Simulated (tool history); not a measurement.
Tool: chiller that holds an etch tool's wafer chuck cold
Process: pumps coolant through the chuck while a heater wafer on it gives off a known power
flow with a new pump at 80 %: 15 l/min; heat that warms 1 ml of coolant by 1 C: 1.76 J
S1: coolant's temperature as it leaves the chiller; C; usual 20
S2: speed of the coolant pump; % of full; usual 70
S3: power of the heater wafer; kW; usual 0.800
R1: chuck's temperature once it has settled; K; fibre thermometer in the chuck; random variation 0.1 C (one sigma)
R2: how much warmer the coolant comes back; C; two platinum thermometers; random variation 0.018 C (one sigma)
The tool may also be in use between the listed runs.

run,day,S1,S2,S3,R1,R2
1,0.000,20,70,0.800,301.55,2.06
2,0.738,20,70,0.800,301.55,2.03
3,1.375,20,70,0.800,301.45,2.05
4,2.588,20,70,0.800,301.45,2.06
5,3.862,20,72,0.800,301.45,2.03
6,4.679,20,72,0.800,301.35,2.03
7,5.588,20,72,0.800,301.45,2.01
8,6.346,12,72,0.800,293.15,2.01
9,7.167,12,72,0.800,293.15,2.02
10,8.304,12,72,0.800,293.35,1.99
11,9.217,13,70,0.800,294.55,2.06

Run 12 comes next. What will it give?
12,10.383,13,70,0.800,?,?

R1: 294.55 K
R2: 2.09 C
Without the tool's hidden state the same run would have given R1 294.55 K, R2 2.09 C.
